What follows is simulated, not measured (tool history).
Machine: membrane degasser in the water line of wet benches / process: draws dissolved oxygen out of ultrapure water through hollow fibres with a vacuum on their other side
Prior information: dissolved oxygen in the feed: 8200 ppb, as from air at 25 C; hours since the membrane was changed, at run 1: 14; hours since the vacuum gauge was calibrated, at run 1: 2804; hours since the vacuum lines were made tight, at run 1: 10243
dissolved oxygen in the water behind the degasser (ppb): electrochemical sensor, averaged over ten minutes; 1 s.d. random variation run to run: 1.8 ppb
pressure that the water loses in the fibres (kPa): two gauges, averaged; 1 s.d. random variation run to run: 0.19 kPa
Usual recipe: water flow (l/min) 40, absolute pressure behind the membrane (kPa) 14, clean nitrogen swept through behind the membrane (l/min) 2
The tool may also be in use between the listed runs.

run	day	water flow (l/min)	absolute pressure behind the membrane (kPa)	clean nitrogen swept through behind the membrane (l/min)	hours since the membrane was changed	hours since the vacuum gauge was calibrated	hours since the vacuum lines were made tight	dissolved oxygen in the water behind the degasser (ppb)	pressure that the water loses in the fibres (kPa)
1	0	40	14	2	14	2804	10243	482.2	38.01
2	7.233	40	14	2	188	2978	10416	484.5	38.52
3	12.725	40	14	2	319	3110	10548	483.7	38.26
4	19.846	40	14	0.85	490	3281	10719	915	38.7
5	28.829	40	14	0.85	706	3496	10934	916.8	38.32
6	36.871	40	14	0.85	899	3689	11127	926.1	38.53
7	46.667	45	14	2	1134	3924	11363	544	43.3
8	52.283	45	14	2	1269	4059	11497	547.8	43.29
9	62.875	45	14	2.03	1523	4313	11752	539.1	43.4
10	69.633	40	14	2	1685	4475	11914	487.2	38.5
11	76.875	40	25.6	2	1859	4649	12088	942.7	38.4
12	81.817	40	25.6	2	1978	4768	12206	939.7	38.68
13	86.5	40	25.6	2	2090	4880	12319	940.3	38.7
14	97.175	40	25.6	2	2346	5137	12575	940.7	38.86
15	105.783	40	25.6	2	2553	5343	12781	934.9	39.01
16	112.183	40	25.6	2	2707	5497	12935	939.7	38.39
17	120.358	40	25.6	2	2903	5693	13131	934.8	38.65
18	125.817	41	14	2	3034	5824	13262	499	39.97
# day 134.838: seals of the vacuum lines changed
19	135.429	28	27.7	4.13	3262	6053	14	389.7	27.51
20	145.708	40	28.9	1.08	3509	6299	261	1641.4	38.78
# day 146.554: vacuum gauge calibrated
21	155.204	40	28.9	1.08	3736	208	488	1645.2	39.01
22	164.35	61	33.6	3.12	3956	427	708	1259.6	59.17
# day 168.496: vacuum gauge calibrated, once more
23	172.204	61	33.6	3.12	4144	89	896	1258.4	58.39
24	177.208	29	17.2	1.09	4264	209	1016	741.6	28.1
25	181.762	29	17.2	1.09	4373	318	1125	747.4	28.16
26	190.562	40	24.4	1.85	4585	530	1336	929.4	39.12
27	199.692	41	14.5	3.54	4804	749	1555	320.3	39.68
28	207.125	41	14.5	3.54	4982	927	1734	322.9	39.74
29	213.454	41	14.5	3.54	5134	1079	1886	322.1	39.94
30	223.783	61	14	1.04	5382	1327	2134	1152.3	59.7
31	232.625	30	25.5	2	5594	1539	2346	717.5	29.58

Hidden condition of the tool, last listed run before each entry between runs versus first listed run after:
After run 18, before run 19: seals of the vacuum lines changed (day 134.838)
  membrane still open, %: 99 -> 98.9; true pressure behind the membrane over the reading, kPa: 0.17 -> 0.18; air that leaks in behind the membrane, l/min: 0.0368 -> 0.0025
  difference, measured minus the result without the unlogged condition, dissolved oxygen in the water behind the degasser (ppb): +14.4 -> +3; pressure that the water loses in the fibres (kPa): +0.4 -> +0.3
After run 20, before run 21: vacuum gauge calibrated (day 146.554)
  true pressure behind the membrane over the reading, kPa: 0.18 -> 0.23; air that leaks in behind the membrane, l/min: 0.0031 -> 0.0037
  difference, measured minus the result without the unlogged condition, dissolved oxygen in the water behind the degasser (ppb): +10.9 -> +13.3; pressure that the water loses in the fibres (kPa): +0.45 -> +0.48
After run 22, before run 23: vacuum gauge calibrated, once more (day 168.496)
  membrane still open, %: 98.7 -> 98.6; true pressure behind the membrane over the reading, kPa: 0.23 -> 0.02; air that leaks in behind the membrane, l/min: 0.0042 -> 0.0047
  difference, measured minus the result without the unlogged condition, dissolved oxygen in the water behind the degasser (ppb): +13.5 -> +7.2; pressure that the water loses in the fibres (kPa): +0.77 -> +0.8
